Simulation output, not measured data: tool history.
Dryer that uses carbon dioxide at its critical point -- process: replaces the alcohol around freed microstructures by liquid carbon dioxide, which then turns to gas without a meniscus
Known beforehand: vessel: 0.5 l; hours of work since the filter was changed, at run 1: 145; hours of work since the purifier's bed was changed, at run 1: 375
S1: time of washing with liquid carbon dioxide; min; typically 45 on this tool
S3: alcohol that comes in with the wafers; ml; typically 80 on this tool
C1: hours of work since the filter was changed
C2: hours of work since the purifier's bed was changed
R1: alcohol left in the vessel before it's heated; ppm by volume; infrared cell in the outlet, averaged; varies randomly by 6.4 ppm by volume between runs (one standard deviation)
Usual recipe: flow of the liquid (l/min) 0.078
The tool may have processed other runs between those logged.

Run 1, hour 0: usual settings; C1 145; C2 375. Result: R1 553 ppm by volume.
Run 2, hour 19.9: usual settings; C1 156; C2 385. Result: R1 577 ppm by volume.
Run 3, hour 50.2: usual settings; C1 171; C2 401. Result: R1 600 ppm by volume.
At hour 84.3: inlet filter changed.
Run 4, hour 84.3: usual settings; C1 0; C2 418. Result: R1 289 ppm by volume.
Run 5, hour 111.8: usual settings; C1 14; C2 432. Result: R1 295 ppm by volume.
Run 6, hour 144.5: usual settings; C1 31; C2 449. Result: R1 322 ppm by volume.
Run 7, hour 168.4: usual settings but flow of the liquid (l/min) 0.0865; C1 43; C2 461. Result: R1 191 ppm by volume.
Run 8, hour 187: usual settings; C1 53; C2 471. Result: R1 347 ppm by volume.
Run 9, hour 213.6: usual settings but S3 110 ml; C1 67; C2 484. Result: R1 495 ppm by volume.
Run 10, hour 228.6: usual settings but flow of the liquid (l/min) 0.0719; C1 75; C2 492. Result: R1 615 ppm by volume.
Run 11, hour 250.7: usual settings but flow of the liquid (l/min) 0.0719; C1 86; C2 504. Result: R1 643 ppm by volume.
Run 12, hour 285.1: usual settings but flow of the liquid (l/min) 0.0479; C1 104; C2 521. Result: R1 4447 ppm by volume.
Run 13, hour 303.4: usual settings but S1 28 min; C1 113; C2 531. Result: R1 4064 ppm by volume.
Run 14, hour 322.4: usual settings but S1 28 min, flow of the liquid (l/min) 0.1229; C1 123; C2 541. Result: R1 480 ppm by volume.
Run 15, hour 356.5: usual settings but S1 28 min, flow of the liquid (l/min) 0.1229; C1 141; C2 558. Result: R1 509 ppm by volume.
Run 16, hour 381.7: usual settings but S1 28 min, flow of the liquid (l/min) 0.1229; C1 154; C2 571. Result: R1 552 ppm by volume.
Run 17, hour 407.5: usual settings; C1 167; C2 585. Result: R1 548 ppm by volume.
Run 18, hour 439.7: usual settings; C1 184; C2 601. Result: R1 591 ppm by volume.
At hour 450.4: inlet filter changed.
Run 19, hour 464.9: usual settings but flow of the liquid (l/min) 0.0496, S3 29 ml; C1 7; C2 614. Result: R1 1086 ppm by volume.
Run 20, hour 484.2: usual settings but flow of the liquid (l/min) 0.0496, S3 29 ml; C1 17; C2 624. Result: R1 1122 ppm by volume.
Run 21, hour 513.3: usual settings but flow of the liquid (l/min) 0.0496, S3 29 ml; C1 32; C2 639. Result: R1 1141 ppm by volume.
Run 22, hour 534.8: usual settings but S3 100 ml; C1 44; C2 650. Result: R1 418 ppm by volume.
Run 23, hour 569.4: usual settings but S1 59 min, flow of the liquid (l/min) 0.0944, S3 50 ml; C1 61; C2 668. Result: R1 33 ppm by volume.
Run 24, hour 600.8: usual settings but S1 59 min, flow of the liquid (l/min) 0.0649, S3 50 ml; C1 78; C2 684. Result: R1 162 ppm by volume.
Run 25, hour 623.2: usual settings but flow of the liquid (l/min) 0.0539, S3 30 ml; C1 89; C2 695. Result: R1 990 ppm by volume.
Run 26, hour 655.8: usual settings but S1 65 min, flow of the liquid (l/min) 0.0739, S3 114 ml; C1 106; C2 712. Result: R1 100 ppm by volume.
Run 27, hour 679.6: usual settings but S1 65 min, S3 44 ml; C1 118; C2 725. Result: R1 50 ppm by volume.
Run 28, hour 704.6: usual settings but S1 43 min, flow of the liquid (l/min) 0.0515, S3 24 ml; C1 131; C2 737. Result: R1 1283 ppm by volume.
Run 29, hour 737.6: usual settings but S1 41 min, flow of the liquid (l/min) 0.1211, S3 24 ml; C1 148; C2 754. Result: R1 44 ppm by volume.
Run 30, hour 762.7: usual settings but S1 41 min, flow of the liquid (l/min) 0.1211, S3 24 ml; C1 161; C2 767. Result: R1 43 ppm by volume.
Run 31, hour 794.2: usual settings but S1 41 min, flow of the liquid (l/min) 0.1211, S3 24 ml; C1 177; C2 784. Result: R1 52 ppm by volume.
At hour 817: inlet filter changed.
Run 32, hour 818.9: usual settings but S1 57 min, flow of the liquid (l/min) 0.0828, S3 40 ml; C1 1; C2 796. Result: R1 45 ppm by volume.
Run 33, hour 846.1: usual settings but S1 57 min, flow of the liquid (l/min) 0.0828, S3 40 ml; C1 15; C2 810. Result: R1 49 ppm by volume.
Run 34, hour 869.3: usual settings but S1 57 min, flow of the liquid (l/min) 0.0828, S3 40 ml; C1 27; C2 822. Result: R1 55 ppm by volume.
Run 35, hour 886.4: usual settings but flow of the liquid (l/min) 0.0706, S3 36 ml; C1 36; C2 831. Result: R1 294 ppm by volume.
Run 36, hour 902.1: usual settings but flow of the liquid (l/min) 0.0706, S3 36 ml; C1 44; C2 839. Result: R1 298 ppm by volume.

Hidden state at the last listed run before each entry between runs and at the first one after, where it differs:
Between runs 3 and 4: inlet filter changed (hour 84.3)
  flow that reaches the vessel past the clogged filter, %: 87.4 -> 99.6; alcohol in the recycled carbon dioxide, ppm: 19.8 -> 20.4
  measured result minus the result with no hidden state, R1: +337 -> +23 ppm by volume
Between runs 18 and 19: inlet filter changed (hour 450.4)
  flow that reaches the vessel past the clogged filter, %: 87.7 -> 99.5; alcohol in the recycled carbon dioxide, ppm: 26.5 -> 26.9
  measured result minus the result with no hidden state, R1: +332 -> +42 ppm by volume
Between runs 31 and 32: inlet filter changed (hour 817)
  flow that reaches the vessel past the clogged filter, %: 88.4 -> 99.9; alcohol in the recycled carbon dioxide, ppm: 32.6 -> 33
  measured result minus the result with no hidden state, R1: +38 -> +28 ppm by volume
